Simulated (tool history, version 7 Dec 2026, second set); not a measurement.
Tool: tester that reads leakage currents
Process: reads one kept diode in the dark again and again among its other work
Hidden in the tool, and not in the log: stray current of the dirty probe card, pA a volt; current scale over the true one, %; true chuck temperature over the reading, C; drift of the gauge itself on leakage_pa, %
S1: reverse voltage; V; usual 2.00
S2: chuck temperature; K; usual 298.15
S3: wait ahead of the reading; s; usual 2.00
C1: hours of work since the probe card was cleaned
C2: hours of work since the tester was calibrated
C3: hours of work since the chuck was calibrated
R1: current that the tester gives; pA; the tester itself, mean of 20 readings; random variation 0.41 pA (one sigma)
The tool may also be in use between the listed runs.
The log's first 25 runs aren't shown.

run,hour,S1,S2,S3,C1,C2,C3,R1
26,2469.4,7.25,321.15,1.02,1459,141,750,1138.54
27,2580.6,4.62,315.15,2.00,1546,228,837,686.70
# hour 2596.3: chuck's temperature calibrated
28,2665.3,4.62,317.15,0.59,1610,293,54,674.87
29,2811.7,2.90,310.15,2.00,1725,408,169,371.81
# hour 2837.8: probe card cleaned and baked
30,2946.6,2.14,298.15,2.00,85,511,272,146.73
31,3059.1,2.14,298.15,2.00,173,599,360,149.55
32,3169.6,2.14,304.15,1.17,260,686,447,234.36
33,3300.4,1.72,301.15,1.09,362,788,549,180.86
34,3361.9,1.72,301.15,1.09,411,836,597,181.85
35,3501.9,8.94,315.15,0.80,520,946,707,823.00
36,3592.7,1.28,316.15,0.53,591,1017,778,474.68
# hour 3678.1: chuck's temperature calibrated
37,3737.1,1.28,316.15,0.53,703,1129,46,418.24
38,3844.7,4.07,306.15,0.64,787,1213,131,317.04
39,3959.8,4.07,306.15,0.64,877,1303,221,323.11

4 ways to go on from here, each from the tool as it stands after run 39. What would each give?
A,4024.3,6.11,293.15,3.36,928,1354,271,?
B,4024.3,2.00,311.15,2.86,928,1354,271,?
C,4024.3,2.10,306.15,0.64,928,1354,271,?
D,4024.3,1.58,298.15,2.00,928,1354,271,?

run,R1
A,147.46
B,362.64
C,262.74
D,135.56
Without the tool's hidden state the same runs would have given:
run,R1
A,134.51
B,340.55
C,245.97
D,126.28
